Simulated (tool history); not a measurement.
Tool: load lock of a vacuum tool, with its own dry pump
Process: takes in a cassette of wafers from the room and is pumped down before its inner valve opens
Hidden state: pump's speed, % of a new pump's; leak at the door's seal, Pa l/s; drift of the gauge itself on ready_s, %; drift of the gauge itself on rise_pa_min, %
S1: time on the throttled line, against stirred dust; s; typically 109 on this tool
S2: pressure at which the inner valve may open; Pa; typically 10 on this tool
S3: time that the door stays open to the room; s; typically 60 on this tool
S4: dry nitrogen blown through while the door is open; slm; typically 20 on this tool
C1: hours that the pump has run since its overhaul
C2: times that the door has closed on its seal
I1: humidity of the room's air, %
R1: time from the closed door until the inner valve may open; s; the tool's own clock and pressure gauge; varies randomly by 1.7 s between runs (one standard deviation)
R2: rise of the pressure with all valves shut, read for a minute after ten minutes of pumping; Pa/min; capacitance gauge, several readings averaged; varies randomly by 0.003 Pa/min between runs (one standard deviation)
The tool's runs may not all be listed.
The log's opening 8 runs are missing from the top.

run 9 day=39.238 | S1=109 S2=10 S3=149 S4=20 | C1=908 C2=14194 | I1=43 | R1=284.8 R2=0.03
run 10 day=42.7 | S1=109 S2=10 S3=149 S4=20 | C1=991 C2=14420 | I1=42.6 | R1=281.8 R2=0.031
run 11 day=50.162 | S1=109 S2=10 S3=149 S4=20 | C1=1170 C2=14907 | I1=45.2 | R1=280.9 R2=0.03
run 12 day=54.054 | S1=109 S2=10 S3=149 S4=13 | C1=1263 C2=15161 | I1=42.6 | R1=281.2 R2=0.035
run 13 day=58.817 | S1=109 S2=10 S3=60 S4=20 | C1=1378 C2=15472 | I1=44.5 | R1=281.7 R2=0.019
run 14 day=65.938 | S1=109 S2=10 S3=60 S4=20 | C1=1549 C2=15936 | I1=41.9 | R1=282.7 R2=0.013
run 15 day=69.962 | S1=109 S2=10 S3=60 S4=44 | C1=1645 C2=16199 | I1=41.6 | R1=285.2 R2=0.004
run 16 day=77.258 | S1=109 S2=10 S3=60 S4=44 | C1=1820 C2=16675 | I1=45.6 | R1=285.2 R2=0.012
run 17 day=84.754 | S1=109 S2=10 S3=60 S4=14 | C1=2000 C2=17163 | I1=43.5 | R1=280.6 R2=0.02
run 18 day=91.321 | S1=109 S2=10 S3=60 S4=14 | C1=2158 C2=17592 | I1=44.2 | R1=282.7 R2=0.022
run 19 day=96.212 | S1=109 S2=10 S3=60 S4=14 | C1=2275 C2=17911 | I1=46.5 | R1=279.8 R2=0.022
run 20 day=100.483 | S1=153 S2=9 S3=231 S4=20 | C1=2378 C2=18189 | I1=45.6 | R1=318.3 R2=0.039
run 21 day=107.958 | S1=109 S2=10 S3=60 S4=39 | C1=2557 C2=18677 | I1=44 | R1=278.6 R2=0.015
run 22 day=114.812 | S1=55 S2=15 S3=60 S4=20 | C1=2722 C2=19124 | I1=41.6 | R1=236.9 R2=0.021
run 23 day=122.217 | S1=55 S2=11 S3=150 S4=20 | C1=2899 C2=19607 | I1=45.7 | R1=243.5 R2=0.028
run 24 day=126.729 | S1=167 S2=11 S3=150 S4=18 | C1=3008 C2=19901 | I1=44 | R1=321.4 R2=0.03
run 25 day=130.004 | S1=63 S2=14 S3=43 S4=18 | C1=3086 C2=20115 | I1=43.3 | R1=241.7 R2=0.019
run 26 day=135.45 | S1=132 S2=12 S3=36 S4=27 | C1=3217 C2=20470 | I1=39.9 | R1=296.6 R2=0.009
run 27 day=142.404 | S1=60 S2=12 S3=36 S4=29 | C1=3384 C2=20924 | I1=44.8 | R1=242.7 R2=0.013
run 28 day=148.988 | S1=106 S2=11 S3=87 S4=10 | C1=3542 C2=21353 | I1=49.1 | R1=277.5 R2=0.039
run 29 day=152.575 | S1=106 S2=11 S3=87 S4=10 | C1=3628 C2=21587 | I1=44.4 | R1=276.6 R2=0.033
run 30 day=159.546 | S1=160 S2=15 S3=146 S4=11 | C1=3795 C2=22042 | I1=45.4 | R1=307.4 R2=0.043
run 31 day=164.833 | S1=108 S2=9 S3=44 S4=19 | C1=3922 C2=22387 | I1=46.1 | R1=281.4 R2=0.02
run 32 day=168.338 | S1=108 S2=9 S3=44 S4=19 | C1=4006 C2=22616 | I1=43.6 | R1=287.5 R2=0.016
run 33 day=175.15 | S1=108 S2=10 S3=88 S4=19 | C1=4170 C2=23060 | I1=43.4 | R1=282 R2=0.024

Run 34 comes next. What will it give?
run 34 day=181.417 | S1=108 S2=13 S3=88 S4=9 | C1=4320 C2=23469 | I1=45.8 | R1=? R2=?

R1: 275.9 s
R2: 0.041 Pa/min
On a tool with no hidden condition, and with the same random variation, this run would have come out at R1 275.9 s, R2 0.04 Pa/min.

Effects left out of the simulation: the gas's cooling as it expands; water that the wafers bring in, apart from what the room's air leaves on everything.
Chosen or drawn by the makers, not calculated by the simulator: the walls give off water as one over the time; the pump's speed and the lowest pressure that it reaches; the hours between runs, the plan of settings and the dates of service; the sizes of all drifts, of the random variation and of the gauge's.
